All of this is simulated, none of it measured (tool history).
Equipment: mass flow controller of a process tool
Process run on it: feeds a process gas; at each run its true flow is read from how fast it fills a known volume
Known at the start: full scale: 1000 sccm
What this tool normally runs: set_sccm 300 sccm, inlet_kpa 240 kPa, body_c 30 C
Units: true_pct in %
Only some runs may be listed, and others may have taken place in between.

run,hour,set_sccm,inlet_kpa,body_c,true_pct
1,0.0,300,240,30,95.37
2,457.5,300,240,31,95.30
3,920.6,300,240,28,95.45
# hour 1121.2: controller exchanged for a calibrated one
4,1425.2,300,240,32,97.45
5,1823.5,891,240,30,99.16
6,2330.5,891,240,30,99.09
7,2735.0,891,240,30,99.25
8,2977.1,300,240,30,97.21
9,3241.8,300,240,30,97.08
10,3499.7,300,179,30,97.33
11,3871.8,300,179,30,97.25
12,4271.2,300,179,30,97.22
13,4539.0,300,179,30,97.28
14,4791.1,300,179,30,97.04
15,5301.5,300,240,30,96.61
16,5817.1,300,240,30,96.60
17,6123.1,300,252,30,96.40
18,6568.5,300,252,30,96.36
19,6983.9,367,180,28,97.48
20,7404.6,367,180,28,97.38
21,7901.5,367,180,28,97.29
22,8358.5,915,240,30,99.45
23,8769.3,915,240,30,99.49
24,9064.9,300,240,21,96.28
25,9560.7,300,174,21,96.46
26,9870.2,300,174,36,95.72
27,10149.6,403,165,23,97.48
28,10400.7,312,251,35,95.45
29,10683.3,300,206,30,95.58
# hour 11129.5: controller exchanged for a calibrated one
30,11171.6,114,159,21,97.77
31,11437.9,441,148,21,98.79
32,11716.5,441,148,21,98.89
33,11995.2,668,142,38,98.70
34,12275.2,300,197,30,97.56
35,12696.3,477,201,30,98.08
36,13097.4,434,229,30,97.76

What if the next run were any one of these 4? Each begins from the tool's condition after run 36:
A,13343.2,434,192,30,?
B,13343.2,179,240,30,?
C,13343.2,101,229,30,?
D,13343.2,184,148,28,?

run,true_pct
A,97.86
B,96.08
C,94.85
D,96.82
With no hidden state in the tool, these same runs would have given:
run,true_pct
A,98.28
B,97.44
C,97.45
D,98.14
